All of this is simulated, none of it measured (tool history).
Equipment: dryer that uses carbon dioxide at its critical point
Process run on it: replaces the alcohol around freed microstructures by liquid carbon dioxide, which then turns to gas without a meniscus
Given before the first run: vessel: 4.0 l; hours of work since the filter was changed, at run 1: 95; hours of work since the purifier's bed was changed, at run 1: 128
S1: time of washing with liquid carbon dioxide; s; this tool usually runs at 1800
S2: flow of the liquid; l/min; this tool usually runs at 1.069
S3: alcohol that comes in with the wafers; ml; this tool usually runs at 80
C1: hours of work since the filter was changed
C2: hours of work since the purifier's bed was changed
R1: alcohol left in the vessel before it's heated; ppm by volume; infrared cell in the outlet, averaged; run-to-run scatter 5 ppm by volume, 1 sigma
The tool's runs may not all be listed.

Run 1, hour 0: usual settings; C1 95; C2 128. Result: R1 45 ppm by volume.
Run 2, hour 6: usual settings but S1 2220 s; C1 99; C2 132. Result: R1 36 ppm by volume.
Run 3, hour 15.4: usual settings but S1 2220 s; C1 106; C2 139. Result: R1 25 ppm by volume.
Run 4, hour 24.6: usual settings but S1 2220 s; C1 113; C2 146. Result: R1 38 ppm by volume.
Run 5, hour 30: usual settings but S1 1620 s; C1 117; C2 150. Result: R1 66 ppm by volume.
Run 6, hour 39.5: usual settings but S1 1620 s; C1 125; C2 158. Result: R1 76 ppm by volume.
Run 7, hour 45.7: usual settings but S1 1620 s; C1 129; C2 162. Result: R1 83 ppm by volume.
Run 8, hour 55.7: usual settings but S1 1620 s, S2 0.67 l/min; C1 137; C2 170. Result: R1 489 ppm by volume.
Run 9, hour 66.5: usual settings but S1 2040 s, S2 0.78 l/min; C1 145; C2 178. Result: R1 115 ppm by volume.
Run 10, hour 75.8: usual settings but S1 2040 s, S2 0.96 l/min, S3 114 ml; C1 152; C2 185. Result: R1 74 ppm by volume.
Run 11, hour 83.4: usual settings but S1 2040 s, S2 0.77 l/min, S3 22 ml; C1 158; C2 191. Result: R1 65 ppm by volume.
Run 12, hour 94.9: usual settings but S1 2040 s, S2 0.77 l/min, S3 22 ml; C1 166; C2 199. Result: R1 58 ppm by volume.
Run 13, hour 100.5: usual settings but S1 1080 s, S2 1.27 l/min, S3 22 ml; C1 171; C2 204. Result: R1 88 ppm by volume.
Run 14, hour 112.6: usual settings but S1 1080 s, S2 0.73 l/min, S3 92 ml; C1 180; C2 213. Result: R1 1560 ppm by volume.
Run 15, hour 117.6: usual settings but S1 1860 s, S2 1.15 l/min; C1 184; C2 217. Result: R1 61 ppm by volume.

4 options for the next run, each taken on its own from the tool as it stands now. Forecast them:
Run A, hour 123.4: usual settings but S1 1740 s, S2 0.75 l/min, S3 58 ml; C1 188; C2 221. Result: R1 ?.
Run B, hour 123.4: usual settings but S1 1740 s, S2 0.72 l/min, S3 82 ml; C1 188; C2 221. Result: R1 ?.
Run C, hour 123.4: usual settings but S1 1860 s, S2 0.81 l/min, S3 35 ml; C1 188; C2 221. Result: R1 ?.
Run D, hour 123.4: usual settings but S1 1860 s, S2 1.15 l/min, S3 99 ml; C1 188; C2 221. Result: R1 ?.

run   R1
  A  209
  B  332
  C   96
  D   56
Had the tool no hidden state, the same runs would have come out as:
run   R1
  A  111
  B  197
  C   37
  D   10

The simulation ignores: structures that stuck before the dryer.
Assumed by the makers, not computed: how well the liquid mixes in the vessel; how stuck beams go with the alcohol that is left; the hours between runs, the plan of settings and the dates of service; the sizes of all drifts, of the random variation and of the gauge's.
